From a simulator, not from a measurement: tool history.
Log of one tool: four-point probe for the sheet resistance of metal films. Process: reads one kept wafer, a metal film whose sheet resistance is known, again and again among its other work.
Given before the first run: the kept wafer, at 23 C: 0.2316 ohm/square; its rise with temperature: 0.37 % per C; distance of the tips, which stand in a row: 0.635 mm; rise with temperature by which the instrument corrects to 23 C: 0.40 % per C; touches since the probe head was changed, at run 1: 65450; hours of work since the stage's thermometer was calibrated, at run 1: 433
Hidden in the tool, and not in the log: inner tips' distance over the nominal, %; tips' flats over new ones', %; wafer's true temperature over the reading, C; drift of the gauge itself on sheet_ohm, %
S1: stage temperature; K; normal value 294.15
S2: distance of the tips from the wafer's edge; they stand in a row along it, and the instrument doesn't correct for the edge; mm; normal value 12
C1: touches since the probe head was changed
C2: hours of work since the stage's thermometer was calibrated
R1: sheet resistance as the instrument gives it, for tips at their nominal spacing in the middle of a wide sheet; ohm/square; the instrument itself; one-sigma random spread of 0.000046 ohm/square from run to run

Run 1, hour 0.0: usual settings; C1 65450; C2 433. Result: R1 0.232127 ohm/square.
Run 2, hour 31.0: usual settings; C1 67179; C2 454. Result: R1 0.232096 ohm/square.
Run 3, hour 53.9: usual settings; C1 68452; C2 469. Result: R1 0.232064 ohm/square.
Run 4, hour 71.0: usual settings but S2 20 mm; C1 69408; C2 481. Result: R1 0.231857 ohm/square.
Run 5, hour 92.1: usual settings but S2 56 mm; C1 70581; C2 495. Result: R1 0.231737 ohm/square.
Run 6, hour 108.7: usual settings; C1 71509; C2 506. Result: R1 0.232054 ohm/square.
Run 7, hour 125.7: usual settings; C1 72455; C2 517. Result: R1 0.232196 ohm/square.
Run 8, hour 152.9: usual settings; C1 73969; C2 535. Result: R1 0.232115 ohm/square.
Run 9, hour 175.6: usual settings; C1 75232; C2 551. Result: R1 0.232134 ohm/square.
Run 10, hour 195.9: usual settings; C1 76365; C2 564. Result: R1 0.232110 ohm/square.
Run 11, hour 211.7: usual settings; C1 77246; C2 575. Result: R1 0.232130 ohm/square.
Run 12, hour 227.1: usual settings; C1 78106; C2 585. Result: R1 0.232137 ohm/square.
Run 13, hour 257.5: usual settings; C1 79797; C2 606. Result: R1 0.232096 ohm/square.
Run 14, hour 272.4: usual settings but S1 293.15 K; C1 80630; C2 616. Result: R1 0.232157 ohm/square.
Run 15, hour 286.7: usual settings but S1 293.15 K; C1 81427; C2 625. Result: R1 0.232144 ohm/square.
Run 16, hour 315.1: usual settings but S1 297.15 K; C1 83009; C2 644. Result: R1 0.232032 ohm/square.
Run 17, hour 338.9: usual settings but S2 7 mm; C1 84332; C2 660. Result: R1 0.232828 ohm/square.
At hour 357.4: new probe head fitted.
Run 18, hour 370.6: usual settings but S2 7 mm; C1 739; C2 681. Result: R1 0.232780 ohm/square.
Run 19, hour 387.3: usual settings but S2 7 mm; C1 1667; C2 692. Result: R1 0.232737 ohm/square.
Run 20, hour 407.7: usual settings; C1 2807; C2 706. Result: R1 0.232157 ohm/square.
Run 21, hour 431.0: usual settings but S2 36 mm; C1 4103; C2 721. Result: R1 0.231838 ohm/square.
Run 22, hour 457.4: usual settings but S1 304.15 K; C1 5572; C2 739. Result: R1 0.231659 ohm/square.
Run 23, hour 479.4: usual settings but S1 304.15 K, S2 13 mm; C1 6798; C2 754. Result: R1 0.231590 ohm/square.
Run 24, hour 493.8: usual settings but S1 304.15 K, S2 13 mm; C1 7600; C2 764. Result: R1 0.231579 ohm/square.
Run 25, hour 514.7: usual settings but S2 55 mm; C1 8765; C2 778. Result: R1 0.231888 ohm/square.
Run 26, hour 530.0: usual settings but S2 55 mm; C1 9617; C2 788. Result: R1 0.231966 ohm/square.
Run 27, hour 547.7: usual settings but S2 55 mm; C1 10607; C2 800. Result: R1 0.231854 ohm/square.
Run 28, hour 561.1: usual settings but S1 299.15 K, S2 7 mm; C1 11353; C2 809. Result: R1 0.232515 ohm/square.
Run 29, hour 588.0: usual settings but S1 295.15 K, S2 11 mm; C1 12849; C2 827. Result: R1 0.232153 ohm/square.
Run 30, hour 614.9: usual settings but S1 295.15 K, S2 11 mm; C1 14347; C2 845. Result: R1 0.232258 ohm/square.
Run 31, hour 647.6: usual settings but S1 306.15 K, S2 5 mm; C1 16173; C2 867. Result: R1 0.233195 ohm/square.
Run 32, hour 663.7: usual settings but S1 296.15 K, S2 14 mm; C1 17069; C2 878. Result: R1 0.232013 ohm/square.
Run 33, hour 679.5: usual settings but S1 296.15 K, S2 19 mm; C1 17947; C2 888. Result: R1 0.231872 ohm/square.
Run 34, hour 695.7: usual settings but S1 296.15 K, S2 19 mm; C1 18853; C2 899. Result: R1 0.231897 ohm/square.
Run 35, hour 725.4: usual settings but S1 301.15 K, S2 4 mm; C1 20505; C2 919. Result: R1 0.234445 ohm/square.
Run 36, hour 743.9: usual settings but S1 297.15 K, S2 21 mm; C1 21535; C2 931. Result: R1 0.231785 ohm/square.
Run 37, hour 762.4: usual settings but S1 297.15 K, S2 15 mm; C1 22570; C2 944. Result: R1 0.231919 ohm/square.
Run 38, hour 775.8: usual settings but S1 297.15 K, S2 15 mm; C1 23314; C2 953. Result: R1 0.231808 ohm/square.
Run 39, hour 791.5: usual settings but S1 306.15 K, S2 31 mm; C1 24188; C2 963. Result: R1 0.231192 ohm/square.
Run 40, hour 805.7: usual settings but S1 306.15 K, S2 31 mm; C1 24979; C2 973. Result: R1 0.231290 ohm/square.
Run 41, hour 820.1: usual settings but S1 301.15 K; C1 25786; C2 983. Result: R1 0.231776 ohm/square.
Run 42, hour 839.3: usual settings but S1 292.15 K; C1 26850; C2 995. Result: R1 0.232246 ohm/square.
Run 43, hour 860.1: usual settings but S1 300.15 K, S2 60 mm; C1 28012; C2 1009. Result: R1 0.231600 ohm/square.
Run 44, hour 893.0: usual settings but S2 22 mm; C1 29845; C2 1032. Result: R1 0.231988 ohm/square.

Entry by entry between the runs, the difference in hidden state between the last listed run before and the first listed run after:
Logged between run 17 and run 18: new probe head fitted (hour 357.4)
  inner tips' distance over the nominal, %: 0.025 -> 0.046; tips' flats over new ones', %: 5 -> 0
  the result without the hidden state subtracted from the measured one, R1: +0.000060 -> +0.000111 ohm/square

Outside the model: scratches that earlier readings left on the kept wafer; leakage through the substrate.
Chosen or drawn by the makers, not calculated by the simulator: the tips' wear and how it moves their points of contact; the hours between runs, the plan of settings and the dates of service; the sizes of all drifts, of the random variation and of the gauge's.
